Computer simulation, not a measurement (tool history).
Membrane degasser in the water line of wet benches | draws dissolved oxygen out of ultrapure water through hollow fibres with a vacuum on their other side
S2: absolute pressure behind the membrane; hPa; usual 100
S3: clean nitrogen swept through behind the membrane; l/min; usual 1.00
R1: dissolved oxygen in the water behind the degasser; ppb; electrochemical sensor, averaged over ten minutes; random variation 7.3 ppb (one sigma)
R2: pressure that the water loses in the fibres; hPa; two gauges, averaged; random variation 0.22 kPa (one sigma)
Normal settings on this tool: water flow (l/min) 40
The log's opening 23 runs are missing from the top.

Run 24, day 103.204: usual settings but water flow (l/min) 25, S2 117 hPa, S3 0.53 l/min. Result: R1 782.3 ppb, R2 357.0 hPa.
Run 25, day 108.242: usual settings but S3 0.61 l/min. Result: R1 979.3 ppb, R2 574.7 hPa.
Run 26, day 113.129: usual settings but water flow (l/min) 36, S2 140 hPa, S3 0.71 l/min. Result: R1 1103.3 ppb, R2 517.5 hPa.
Run 27, day 117.988: usual settings but water flow (l/min) 32, S2 146 hPa, S3 1.10 l/min. Result: R1 778.2 ppb, R2 462.6 hPa.
Run 28, day 120.871: usual settings but water flow (l/min) 26, S2 128 hPa, S3 1.13 l/min. Result: R1 522.4 ppb, R2 371.4 hPa.
Run 29, day 124.479: usual settings. Result: R1 769.1 ppb, R2 576.0 hPa.
Run 30, day 127.604: usual settings but water flow (l/min) 44, S2 147 hPa, S3 0.86 l/min. Result: R1 1291.1 ppb, R2 631.5 hPa.
Run 31, day 132.117: usual settings but water flow (l/min) 44, S2 147 hPa, S3 0.86 l/min. Result: R1 1286.2 ppb, R2 637.2 hPa.
Run 32, day 135.162: usual settings but S2 78 hPa. Result: R1 604.0 ppb, R2 575.4 hPa.

Alternative continuations, all from the tool just after run 32; predict every row:
Run A, day 138.625: usual settings but water flow (l/min) 37, S2 78 hPa, S3 1.02 l/min. Result: R1 ?, R2 ?.
Run B, day 138.625: usual settings but S2 228 hPa, S3 0.72 l/min. Result: R1 ?, R2 ?.
Run C, day 138.625: usual settings but water flow (l/min) 42, S2 173 hPa, S3 1.08 l/min. Result: R1 ?, R2 ?.

run      R1     R2
  A   531.6  534.3
  B  1893.1  573.5
  C  1234.0  600.1
What these runs would have given with no unlogged condition in the tool:
run      R1     R2
  A   497.1  515.5
  B  1861.8  553.2
  C  1197.6  578.9
